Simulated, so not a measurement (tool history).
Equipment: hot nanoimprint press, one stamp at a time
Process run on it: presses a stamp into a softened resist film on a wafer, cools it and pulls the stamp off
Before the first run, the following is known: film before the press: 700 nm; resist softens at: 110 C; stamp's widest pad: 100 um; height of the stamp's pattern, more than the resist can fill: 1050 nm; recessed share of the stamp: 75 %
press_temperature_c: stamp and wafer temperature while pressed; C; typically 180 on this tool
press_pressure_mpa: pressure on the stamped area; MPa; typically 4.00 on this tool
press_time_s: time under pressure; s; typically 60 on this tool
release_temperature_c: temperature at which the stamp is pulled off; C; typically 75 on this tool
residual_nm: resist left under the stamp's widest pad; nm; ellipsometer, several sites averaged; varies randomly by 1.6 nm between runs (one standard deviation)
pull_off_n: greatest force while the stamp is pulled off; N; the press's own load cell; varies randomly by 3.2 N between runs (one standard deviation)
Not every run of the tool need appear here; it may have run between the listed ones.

run    hour  press_temperature_c  press_pressure_mpa  press_time_s  release_temperature_c  residual_nm  pull_off_n
  1     0.0                  180                4.00            60                     75        264.7         178
  2    59.4                  180                4.00            79                     75        233.0         178
      109.3  -- stamp cleaned and given a new release coat
      117.3  -- press's hydraulic seals changed and the load cell set to zero
  3   134.1                  180                4.00            79                     75        229.9         155
  4   162.6                  180                4.00            64                     75        250.1         157
  5   199.6                  180                4.00            64                     75        250.5         155
  6   261.7                  180                4.00            60                     75        254.4         161
  7   317.9                  180                4.00            97                     75        209.3         157
  8   377.1                  180                4.00           114                     75        195.8         171
  9   405.9                  180                4.00           114                     75        194.9         169
 10   452.0                  180                4.00           114                     75        193.4         178
 11   493.4                  180                4.00            60                     75        252.0         176
 12   541.0                  174                4.00            60                     75        327.6         178
      552.1  -- stamp cleaned and given a new release coat
 13   575.1                  174                4.00            60                     75        331.0         153
 14   629.1                  180                4.00            60                     78        250.5         157
 15   683.9                  171                4.00            60                     81        376.5         153
 16   740.4                  171                4.00            60                     81        370.3         154
      766.4  -- plate thermocouple calibrated
 17   784.4                  187                4.00           114                     81        147.5         155
 18   852.4                  180                4.20            60                     72        256.5         182
 19   894.1                  180                4.20            60                     72        256.3         188
 20   961.2                  180                3.64            60                     75        272.1         179
      991.5  -- stamp cleaned and given a new release coat
 21  1035.6                  180                3.64            60                     75        271.2         157
 22  1091.0                  180                3.64            75                     75        249.2         159
 23  1134.2                  175                3.64            75                     75        312.3         161
 24  1201.9                  180                4.00            60                     64        256.4         179
 25  1269.6                  172                4.00            60                     64        374.1         189
 26  1324.4                  188                4.00            37                     64        218.8         195
 27  1390.7                  171                4.89            39                     83        406.8         161
     1428.5  -- stamp cleaned and given a new release coat
 28  1442.3                  171                4.89            39                     83        408.9         140

Predict each of these 5 candidate next runs independently; none follows another, all start after run 28:
  A  1470.7                  184                4.89            38                     74            ?           ?
  B  1470.7                  171                4.90            60                     73            ?           ?
  C  1470.7                  171                4.89            39                     74            ?           ?
  D  1470.7                  175                4.00           112                     77            ?           ?
  E  1470.7                  171                2.66            89                     76            ?           ?

run  residual_nm  pull_off_n
  A        229.4         161
  B        351.3         154
  C        404.1         152
  D        254.5         149
  E        388.6         152
Take away the tool's hidden state, keep each run's random variation, and the runs would have read:
run  residual_nm  pull_off_n
  A        234.4         160
  B        360.8         153
  C        414.0         151
  D        262.8         148
  E        401.7         151
